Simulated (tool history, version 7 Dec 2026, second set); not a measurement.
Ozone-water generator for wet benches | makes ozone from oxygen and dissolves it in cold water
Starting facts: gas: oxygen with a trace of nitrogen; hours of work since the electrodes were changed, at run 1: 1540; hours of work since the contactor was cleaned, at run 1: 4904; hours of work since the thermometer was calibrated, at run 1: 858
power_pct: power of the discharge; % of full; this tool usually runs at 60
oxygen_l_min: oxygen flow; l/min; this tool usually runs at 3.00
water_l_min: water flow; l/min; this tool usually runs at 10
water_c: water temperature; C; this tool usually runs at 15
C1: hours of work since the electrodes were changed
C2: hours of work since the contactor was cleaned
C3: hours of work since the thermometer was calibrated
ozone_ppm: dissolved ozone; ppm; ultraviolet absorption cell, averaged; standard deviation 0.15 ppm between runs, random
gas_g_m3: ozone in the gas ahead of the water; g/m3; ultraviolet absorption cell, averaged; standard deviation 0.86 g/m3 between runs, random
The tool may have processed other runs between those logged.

{"run": 1, "hour": 0.0, "power_pct": 60, "oxygen_l_min": 3.0, "water_l_min": 10, "water_c": 15, "C1": 1540, "C2": 4904, "C3": 858, "ozone_ppm": 16.7, "gas_g_m3": 130.6}
{"run": 2, "hour": 48.6, "power_pct": 60, "oxygen_l_min": 4.27, "water_l_min": 10, "water_c": 15, "C1": 1577, "C2": 4942, "C3": 895, "ozone_ppm": 15.9, "gas_g_m3": 104.4}
{"run": 3, "hour": 100.0, "power_pct": 60, "oxygen_l_min": 4.27, "water_l_min": 10, "water_c": 15, "C1": 1617, "C2": 4981, "C3": 934, "ozone_ppm": 15.8, "gas_g_m3": 102.9}
{"run": 4, "hour": 132.3, "power_pct": 60, "oxygen_l_min": 3.0, "water_l_min": 10, "water_c": 15, "C1": 1641, "C2": 5006, "C3": 959, "ozone_ppm": 17.0, "gas_g_m3": 130.0}
{"run": 5, "hour": 166.6, "power_pct": 60, "oxygen_l_min": 3.27, "water_l_min": 10, "water_c": 15, "C1": 1668, "C2": 5032, "C3": 985, "ozone_ppm": 16.7, "gas_g_m3": 123.8}
{"run": 6, "hour": 212.3, "power_pct": 60, "oxygen_l_min": 3.27, "water_l_min": 10, "water_c": 15, "C1": 1703, "C2": 5067, "C3": 1020, "ozone_ppm": 16.8, "gas_g_m3": 123.6}
{"run": 7, "hour": 234.1, "power_pct": 60, "oxygen_l_min": 3.0, "water_l_min": 10, "water_c": 15, "C1": 1720, "C2": 5084, "C3": 1037, "ozone_ppm": 16.9, "gas_g_m3": 130.0}
{"run": 8, "hour": 270.2, "power_pct": 60, "oxygen_l_min": 3.0, "water_l_min": 10, "water_c": 15, "C1": 1747, "C2": 5112, "C3": 1065, "ozone_ppm": 16.9, "gas_g_m3": 130.5}
{"run": 9, "hour": 297.9, "power_pct": 60, "oxygen_l_min": 3.0, "water_l_min": 10, "water_c": 15, "C1": 1769, "C2": 5133, "C3": 1086, "ozone_ppm": 17.0, "gas_g_m3": 130.9}
{"run": 10, "hour": 320.3, "power_pct": 60, "oxygen_l_min": 3.0, "water_l_min": 10, "water_c": 15, "C1": 1786, "C2": 5150, "C3": 1103, "ozone_ppm": 17.0, "gas_g_m3": 130.1}
{"run": 11, "hour": 352.3, "power_pct": 60, "oxygen_l_min": 3.0, "water_l_min": 10, "water_c": 15, "C1": 1810, "C2": 5175, "C3": 1128, "ozone_ppm": 16.7, "gas_g_m3": 129.5}
{"run": 12, "hour": 394.2, "power_pct": 60, "oxygen_l_min": 3.0, "water_l_min": 11, "water_c": 15, "C1": 1842, "C2": 5207, "C3": 1160, "ozone_ppm": 15.6, "gas_g_m3": 129.8}
{"run": 13, "hour": 426.7, "power_pct": 46, "oxygen_l_min": 3.0, "water_l_min": 10, "water_c": 15, "C1": 1867, "C2": 5232, "C3": 1185, "ozone_ppm": 13.7, "gas_g_m3": 106.2}
{"run": 14, "hour": 478.4, "power_pct": 46, "oxygen_l_min": 3.0, "water_l_min": 10, "water_c": 15, "C1": 1907, "C2": 5272, "C3": 1225, "ozone_ppm": 13.6, "gas_g_m3": 106.8}
{"run": 15, "hour": 516.4, "power_pct": 46, "oxygen_l_min": 3.0, "water_l_min": 10, "water_c": 15, "C1": 1936, "C2": 5301, "C3": 1254, "ozone_ppm": 13.8, "gas_g_m3": 106.6}
{"run": 16, "hour": 568.8, "power_pct": 46, "oxygen_l_min": 3.0, "water_l_min": 10, "water_c": 15, "C1": 1977, "C2": 5341, "C3": 1294, "ozone_ppm": 13.7, "gas_g_m3": 105.2}
{"run": 17, "hour": 598.5, "power_pct": 46, "oxygen_l_min": 3.0, "water_l_min": 10, "water_c": 15, "C1": 1999, "C2": 5364, "C3": 1317, "ozone_ppm": 13.7, "gas_g_m3": 105.7}
{"run": 18, "hour": 636.4, "power_pct": 60, "oxygen_l_min": 3.0, "water_l_min": 10, "water_c": 13, "C1": 2028, "C2": 5393, "C3": 1346, "ozone_ppm": 17.3, "gas_g_m3": 128.1}
{"run": 19, "hour": 678.2, "power_pct": 60, "oxygen_l_min": 3.0, "water_l_min": 10, "water_c": 13, "C1": 2061, "C2": 5425, "C3": 1378, "ozone_ppm": 17.0, "gas_g_m3": 129.0}
{"run": 20, "hour": 730.7, "power_pct": 51, "oxygen_l_min": 3.0, "water_l_min": 10, "water_c": 13, "C1": 2101, "C2": 5465, "C3": 1419, "ozone_ppm": 15.2, "gas_g_m3": 113.5}
{"run": 21, "hour": 784.2, "power_pct": 51, "oxygen_l_min": 3.0, "water_l_min": 10, "water_c": 13, "C1": 2142, "C2": 5506, "C3": 1460, "ozone_ppm": 14.9, "gas_g_m3": 114.6}
{"run": 22, "hour": 813.0, "power_pct": 60, "oxygen_l_min": 3.0, "water_l_min": 16, "water_c": 23, "C1": 2164, "C2": 5528, "C3": 1482, "ozone_ppm": 10.0, "gas_g_m3": 128.2}
{"run": 23, "hour": 843.5, "power_pct": 63, "oxygen_l_min": 3.02, "water_l_min": 10, "water_c": 15, "C1": 2187, "C2": 5552, "C3": 1505, "ozone_ppm": 17.3, "gas_g_m3": 133.0}
{"run": 24, "hour": 886.5, "power_pct": 60, "oxygen_l_min": 1.6, "water_l_min": 10, "water_c": 9, "C1": 2220, "C2": 5585, "C3": 1538, "ozone_ppm": 18.3, "gas_g_m3": 194.2}
{"run": 25, "hour": 910.1, "power_pct": 74, "oxygen_l_min": 1.6, "water_l_min": 6, "water_c": 9, "C1": 2239, "C2": 5603, "C3": 1556, "ozone_ppm": 32.9, "gas_g_m3": 227.4}
{"run": 26, "hour": 955.4, "power_pct": 54, "oxygen_l_min": 2.57, "water_l_min": 10, "water_c": 20, "C1": 2273, "C2": 5638, "C3": 1591, "ozone_ppm": 14.6, "gas_g_m3": 131.6}
{"run": 27, "hour": 998.8, "power_pct": 54, "oxygen_l_min": 2.57, "water_l_min": 10, "water_c": 20, "C1": 2307, "C2": 5671, "C3": 1624, "ozone_ppm": 14.2, "gas_g_m3": 130.2}
{"run": 28, "hour": 1038.0, "power_pct": 63, "oxygen_l_min": 2.57, "water_l_min": 10, "water_c": 20, "C1": 2337, "C2": 5701, "C3": 1654, "ozone_ppm": 16.1, "gas_g_m3": 147.2}
{"run": 29, "hour": 1074.0, "power_pct": 60, "oxygen_l_min": 2.43, "water_l_min": 9, "water_c": 15, "C1": 2364, "C2": 5729, "C3": 1682, "ozone_ppm": 18.5, "gas_g_m3": 147.3}
{"run": 30, "hour": 1127.7, "power_pct": 77, "oxygen_l_min": 3.0, "water_l_min": 12, "water_c": 11, "C1": 2406, "C2": 5770, "C3": 1723, "ozone_ppm": 17.8, "gas_g_m3": 150.8}
{"run": 31, "hour": 1160.4, "power_pct": 85, "oxygen_l_min": 1.52, "water_l_min": 12, "water_c": 8, "C1": 2431, "C2": 5795, "C3": 1748, "ozone_ppm": 19.6, "gas_g_m3": 258.7}
{"run": 32, "hour": 1206.3, "power_pct": 100, "oxygen_l_min": 4.27, "water_l_min": 8, "water_c": 8, "C1": 2466, "C2": 5830, "C3": 1784, "ozone_ppm": 29.1, "gas_g_m3": 144.9}
{"run": 33, "hour": 1248.4, "power_pct": 100, "oxygen_l_min": 4.27, "water_l_min": 8, "water_c": 8, "C1": 2498, "C2": 5863, "C3": 1816, "ozone_ppm": 29.4, "gas_g_m3": 144.4}
{"run": 34, "hour": 1289.5, "power_pct": 100, "oxygen_l_min": 4.27, "water_l_min": 8, "water_c": 8, "C1": 2530, "C2": 5894, "C3": 1847, "ozone_ppm": 29.6, "gas_g_m3": 144.7}

Alternative continuations, all from the tool just after run 34; predict every row:
{"run": "A", "hour": 1327.1, "power_pct": 57, "oxygen_l_min": 3.2, "water_l_min": 8, "water_c": 8, "C1": 2559, "C2": 5923, "C3": 1876, "ozone_ppm": "?", "gas_g_m3": "?"}
{"run": "B", "hour": 1327.1, "power_pct": 100, "oxygen_l_min": 3.88, "water_l_min": 7, "water_c": 19, "C1": 2559, "C2": 5923, "C3": 1876, "ozone_ppm": "?", "gas_g_m3": "?"}
{"run": "C", "hour": 1327.1, "power_pct": 60, "oxygen_l_min": 3.0, "water_l_min": 10, "water_c": 9, "C1": 2559, "C2": 5923, "C3": 1876, "ozone_ppm": "?", "gas_g_m3": "?"}

run=A ozone_ppm=20.3 gas_g_m3=116.6
run=B ozone_ppm=26.0 gas_g_m3=153.0
run=C ozone_ppm=17.5 gas_g_m3=127.7
Without the tool's unlogged condition, the same runs would have read:
run=A ozone_ppm=23.2 gas_g_m3=128.3
run=B ozone_ppm=31.0 gas_g_m3=176.9
run=C ozone_ppm=20.1 gas_g_m3=141.2

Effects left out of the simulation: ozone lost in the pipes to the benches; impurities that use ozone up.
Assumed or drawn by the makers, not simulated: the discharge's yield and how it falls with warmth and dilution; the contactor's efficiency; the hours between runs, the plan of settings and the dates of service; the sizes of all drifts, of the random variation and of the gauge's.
